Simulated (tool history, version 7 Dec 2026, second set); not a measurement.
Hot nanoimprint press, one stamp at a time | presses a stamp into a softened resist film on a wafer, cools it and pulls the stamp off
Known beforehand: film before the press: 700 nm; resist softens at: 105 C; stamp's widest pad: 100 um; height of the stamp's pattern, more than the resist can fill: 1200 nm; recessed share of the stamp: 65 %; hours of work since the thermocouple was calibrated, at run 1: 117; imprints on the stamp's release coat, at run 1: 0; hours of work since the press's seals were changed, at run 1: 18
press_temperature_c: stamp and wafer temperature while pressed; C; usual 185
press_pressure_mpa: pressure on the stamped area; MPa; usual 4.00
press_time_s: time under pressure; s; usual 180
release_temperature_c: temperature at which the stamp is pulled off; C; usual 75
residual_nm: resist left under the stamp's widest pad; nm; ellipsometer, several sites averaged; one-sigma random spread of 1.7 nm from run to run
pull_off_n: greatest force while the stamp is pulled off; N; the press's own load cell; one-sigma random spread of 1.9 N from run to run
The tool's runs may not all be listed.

run   hour  press_temperature_c  press_pressure_mpa  press_time_s  release_temperature_c  hours of work since the thermocouple was calibrated  imprints on the stamp's release coat  hours of work since the press's seals were changed  residual_nm  pull_off_n
  1    0.0                  185                4.00           180                     75                                                  117                                     0                                                  18        295.1         223
  2    5.7                  185                4.00           180                     75                                                  120                                    16                                                  21        294.4         220
  3   12.7                  185                4.00           180                     75                                                  123                                    35                                                  23        295.8         223
  4   17.1                  185                4.00           180                     75                                                  124                                    47                                                  25        294.7         226
  5   21.9                  185                4.00           180                     75                                                  126                                    60                                                  27        294.6         225
  6   29.9                  185                4.00           180                     63                                                  129                                    82                                                  30        296.7         287
  7   37.3                  179                4.00           180                     75                                                  132                                   102                                                  33        369.8         225
  8   42.4                  191                4.00           180                     75                                                  134                                   116                                                  35        237.1         224
  9   49.3                  185                4.00           180                     75                                                  137                                   135                                                  38        296.0         223
 10   58.5                  185                4.00           180                     75                                                  141                                   160                                                  42        295.2         223
 11   63.9                  185                4.00           180                     75                                                  143                                   175                                                  44        296.1         224
 12   72.5                  185                4.00           180                     71                                                  147                                   198                                                  48        296.0         246
 13   77.8                  185                5.22           180                     75                                                  149                                   212                                                  50        256.5         225
 14   86.6                  185                5.22           180                     75                                                  152                                   237                                                  53        255.4         221
 15   93.9                  185                5.22           180                     75                                                  155                                   256                                                  56        253.5         223
 16   99.7                  185                5.22           180                     75                                                  157                                   272                                                  58        256.5         224
 17  106.2                  189                5.68           189                     76                                                  160                                   290                                                  61        204.0         218
 18  111.7                  190                2.51           207                     82                                                  162                                   305                                                  63        306.2         185
 19  121.1                  188                3.93           180                     75                                                  166                                   331                                                  67        268.3         223
 20  128.8                  188                3.93           180                     75                                                  169                                   352                                                  70        270.4         221
 21  135.1                  187                4.65           315                     72                                                  172                                   369                                                  73        208.6         244
 22  140.9                  185                2.64           180                     75                                                  174                                   385                                                  75        376.8         221
 23  148.5                  185                4.74           180                     77                                                  177                                   406                                                  78        270.8         213
 24  153.8                  185                4.74           180                     77                                                  179                                   420                                                  80        272.9         215
 25  159.1                  185                4.74           180                     77                                                  181                                   435                                                  82        270.3         214
 26  164.6                  185                4.00           316                     71                                                  184                                   449                                                  85        248.4         245
 27  169.4                  190                5.86           316                     71                                                  185                                   463                                                  86        162.4         246
 28  179.0                  189                5.24           281                     63                                                  189                                   489                                                  90        190.3         291
 29  183.4                  185                5.08           310                     75                                                  191                                   501                                                  92        213.8         224
 30  187.6                  185                5.08           148                     65                                                  193                                   512                                                  94        282.5         279
 31  195.3                  186                5.08           148                     67                                                  196                                   533                                                  97        270.3         269

Measured less the same run without the tool's hidden state. The same run-to-run variation is in both; the gauge's scatter may not be:
Unlogged tool condition in this case: true temperature over the reading, C; pressure that arrives at the usual setting, %; grip of the stamp's worn release coat, % over a new coat's; drift of the gauge itself on residual_nm, %; drift of the gauge itself on pull_off_n, %.
run  residual_nm
  1         +0.2
  2         +0.4
  3         +0.7
  4         +0.8
  5         +1.0
  6         +1.3
  7         +2.1
  8         +1.5
  9         +2.0
 10         +2.4
 11         +2.7
 12         +3.0
 13         +2.7
 14         +3.1
 15         +3.2
 16         +3.5
 17         +2.9
 18         +4.5
 19         +4.3
 20         +4.6
 21         +3.8
 22         +6.9
 23         +5.3
 24         +5.5
 25         +5.6
 26         +5.4
 27         +3.6
 28         +4.5
 29         +5.1
 30         +6.9
 31         +6.8
pull_off_n: at most 1 N away from the measurement, every run.
